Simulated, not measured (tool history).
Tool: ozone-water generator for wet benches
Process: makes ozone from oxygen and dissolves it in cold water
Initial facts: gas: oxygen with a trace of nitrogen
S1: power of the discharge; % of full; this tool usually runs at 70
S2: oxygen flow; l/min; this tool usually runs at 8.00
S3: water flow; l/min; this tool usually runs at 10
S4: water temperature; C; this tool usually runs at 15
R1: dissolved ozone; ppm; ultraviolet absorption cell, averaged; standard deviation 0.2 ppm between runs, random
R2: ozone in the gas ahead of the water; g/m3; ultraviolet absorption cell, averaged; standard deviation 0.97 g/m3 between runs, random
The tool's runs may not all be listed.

run 1 day=0.000 | S1=70 S2=8.00 S3=10 S4=15 | R1=27.6 R2=160.7
run 2 day=3.179 | S1=70 S2=8.00 S3=10 S4=15 | R1=27.0 R2=158.4
run 3 day=6.242 | S1=70 S2=8.00 S3=6 S4=15 | R1=36.6 R2=158.8
run 4 day=9.304 | S1=50 S2=8.00 S3=10 S4=15 | R1=21.9 R2=128.1
run 5 day=10.975 | S1=70 S2=8.00 S3=10 S4=15 | R1=27.4 R2=158.7
run 6 day=13.892 | S1=70 S2=8.00 S3=10 S4=15 | R1=27.3 R2=159.6
run 7 day=16.683 | S1=70 S2=8.43 S3=10 S4=15 | R1=27.0 R2=154.9
run 8 day=19.062 | S1=70 S2=8.43 S3=10 S4=15 | R1=26.7 R2=153.3
run 9 day=20.958 | S1=70 S2=8.43 S3=10 S4=15 | R1=27.0 R2=154.5
run 10 day=23.200 | S1=70 S2=10.69 S3=10 S4=15 | R1=25.1 R2=134.4
run 11 day=25.271 | S1=70 S2=10.69 S3=10 S4=15 | R1=24.5 R2=135.1
run 12 day=27.229 | S1=70 S2=10.69 S3=10 S4=15 | R1=25.0 R2=133.5
run 13 day=28.796 | S1=70 S2=5.26 S3=10 S4=15 | R1=29.5 R2=199.1
run 14 day=30.988 | S1=70 S2=8.00 S3=10 S4=15 | R1=27.2 R2=157.8
run 15 day=34.042 | S1=70 S2=8.00 S3=10 S4=15 | R1=27.3 R2=159.8
run 16 day=36.583 | S1=70 S2=8.00 S3=10 S4=21 | R1=23.6 R2=155.5
run 17 day=39.758 | S1=48 S2=7.41 S3=14 S4=14 | R1=16.8 R2=128.7
run 18 day=41.708 | S1=48 S2=7.41 S3=14 S4=14 | R1=16.8 R2=128.5
run 19 day=44.975 | S1=59 S2=10.97 S3=10 S4=15 | R1=22.0 R2=117.2
run 20 day=46.675 | S1=59 S2=10.97 S3=10 S4=15 | R1=21.9 R2=118.3
run 21 day=49.850 | S1=59 S2=10.97 S3=10 S4=15 | R1=22.0 R2=116.9
run 22 day=52.342 | S1=59 S2=10.97 S3=10 S4=15 | R1=22.0 R2=117.4
-- day=52.717 contactor cleaned
run 23 day=54.725 | S1=42 S2=4.77 S3=13 S4=9 | R1=18.7 R2=152.1
run 24 day=56.842 | S1=48 S2=8.36 S3=10 S4=14 | R1=21.2 R2=120.3
-- day=58.783 contactor cleaned, once more
run 25 day=58.788 | S1=86 S2=4.23 S3=10 S4=13 | R1=36.4 R2=257.8
run 26 day=60.250 | S1=71 S2=5.34 S3=10 S4=8 | R1=33.4 R2=198.9
-- day=61.158 water thermometer calibrated
run 27 day=61.996 | S1=71 S2=5.24 S3=10 S4=16 | R1=29.0 R2=199.7
run 28 day=64.479 | S1=58 S2=8.00 S3=10 S4=16 | R1=23.0 R2=140.4
run 29 day=67.700 | S1=48 S2=12.01 S3=10 S4=8 | R1=21.7 R2=96.8
run 30 day=69.142 | S1=82 S2=8.00 S3=15 S4=11 | R1=23.1 R2=170.0
run 31 day=70.708 | S1=82 S2=8.00 S3=7 S4=11 | R1=40.3 R2=172.3
run 32 day=72.571 | S1=64 S2=8.00 S3=7 S4=15 | R1=31.3 R2=146.2

Selected run-to-run steps in R1, each split into two signed amounts: the part the tool would show with no hidden state at all (from settings, incoming material and random variation), and the remainder, which goes to the hidden state together with any gauge scatter not common to the measured and the hidden-state-free results:
Unlogged tool condition in this case: yield of the discharge, % of new electrodes'; contactor's efficiency, % of a clean one's; true water temperature over the reading, C; drift of the gauge itself on ozone_ppm, %; drift of the gauge itself on gas_g_m3, %.
Run 3 -> 4: S1 70 -> 50, S3 6 -> 10. R1 -14.7 ppm: hidden state +1.0, all else -15.7.
Run 24 -> 25: S1 48 -> 86, S2 8.36 -> 4.23, S4 14 -> 13, contactor cleaned, once more. R1 +15.2 ppm: hidden state -1.9, all else +17.1.
Run 30 -> 31: S3 15 -> 7. R1 +17.2 ppm: hidden state -1.4, all else +18.6.
Run 31 -> 32: S1 82 -> 64, S4 11 -> 15. R1 -9.0 ppm: hidden state +1.1, all else -10.1.
